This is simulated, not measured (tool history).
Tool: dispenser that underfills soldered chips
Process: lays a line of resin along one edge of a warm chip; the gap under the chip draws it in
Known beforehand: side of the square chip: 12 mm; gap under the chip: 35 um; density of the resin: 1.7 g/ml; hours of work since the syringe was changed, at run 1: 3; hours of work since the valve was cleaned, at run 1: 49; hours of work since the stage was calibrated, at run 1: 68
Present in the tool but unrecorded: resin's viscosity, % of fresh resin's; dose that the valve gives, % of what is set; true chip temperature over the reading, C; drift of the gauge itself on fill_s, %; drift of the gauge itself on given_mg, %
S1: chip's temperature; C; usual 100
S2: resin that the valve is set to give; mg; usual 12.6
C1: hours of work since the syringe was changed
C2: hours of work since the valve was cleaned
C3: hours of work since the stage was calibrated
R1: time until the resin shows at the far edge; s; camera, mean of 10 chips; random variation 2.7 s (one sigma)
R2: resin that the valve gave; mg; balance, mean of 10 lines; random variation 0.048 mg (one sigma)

| run | hour | S1 | S2 | C1 | C2 | C3 | R1 | R2 |
|---|---|---|---|---|---|---|---|---|
| 1 | 0 | 100 | 12.6 | 3 | 49 | 68 | 333 | 12.18 |
| 2 | 2.6 | 108 | 12.6 | 5 | 50 | 70 | 308.6 | 12.32 |
| 3 | 6.3 | 108 | 12.6 | 8 | 53 | 73 | 363 | 12.3 |
| 4 | 9.2 | 100 | 15.1 | 10 | 55 | 75 | 495.6 | 14.74 |
|  | 10.4 | new syringe of resin |
| 5 | 12.2 | 100 | 13.3 | 1 | 57 | 77 | 292.4 | 12.9 |
| 6 | 16.9 | 93 | 12.6 | 5 | 60 | 80 | 436.8 | 12.17 |
| 7 | 20.3 | 106 | 12.6 | 7 | 62 | 82 | 359.5 | 12.2 |
| 8 | 23.1 | 106 | 12.6 | 9 | 64 | 84 | 416.5 | 12.18 |
|  | 25.2 | new syringe of resin |
| 9 | 27.3 | 88 | 12.6 | 1 | 67 | 87 | 415.4 | 12.18 |
| 10 | 31.6 | 89 | 13.8 | 4 | 70 | 90 | 477.7 | 13.34 |
| 11 | 36.3 | 101 | 12.6 | 8 | 73 | 93 | 437.3 | 12.15 |
|  | 40 | new syringe of resin |
| 12 | 41.4 | 90 | 12.1 | 1 | 77 | 97 | 379.8 | 11.58 |
| 13 | 44.7 | 97 | 15.8 | 3 | 79 | 99 | 353.2 | 15.12 |
| 14 | 47.6 | 100 | 14.9 | 5 | 81 | 101 | 377.1 | 14.28 |

Predict each of these 4 candidate next runs independently; none follows another, all start after run 14:
| A | 50.7 | 91 | 14.9 | 7 | 83 | 103 | ? | ? |
| B | 50.7 | 91 | 11 | 7 | 83 | 103 | ? | ? |
| C | 50.7 | 107 | 12.5 | 7 | 83 | 103 | ? | ? |
| D | 50.7 | 90 | 16.2 | 7 | 83 | 103 | ? | ? |

| run | R1 | R2 |
|---|---|---|
| A | 549.6 | 14.22 |
| B | 585.7 | 10.51 |
| C | 369.8 | 12 |
| D | 551.7 | 15.49 |
What these runs would have given with no unlogged condition in the tool:
| run | R1 | R2 |
|---|---|---|
| A | 337.9 | 14.86 |
| B | 356.2 | 10.99 |
| C | 226.2 | 12.55 |
| D | 339.7 | 16.19 |

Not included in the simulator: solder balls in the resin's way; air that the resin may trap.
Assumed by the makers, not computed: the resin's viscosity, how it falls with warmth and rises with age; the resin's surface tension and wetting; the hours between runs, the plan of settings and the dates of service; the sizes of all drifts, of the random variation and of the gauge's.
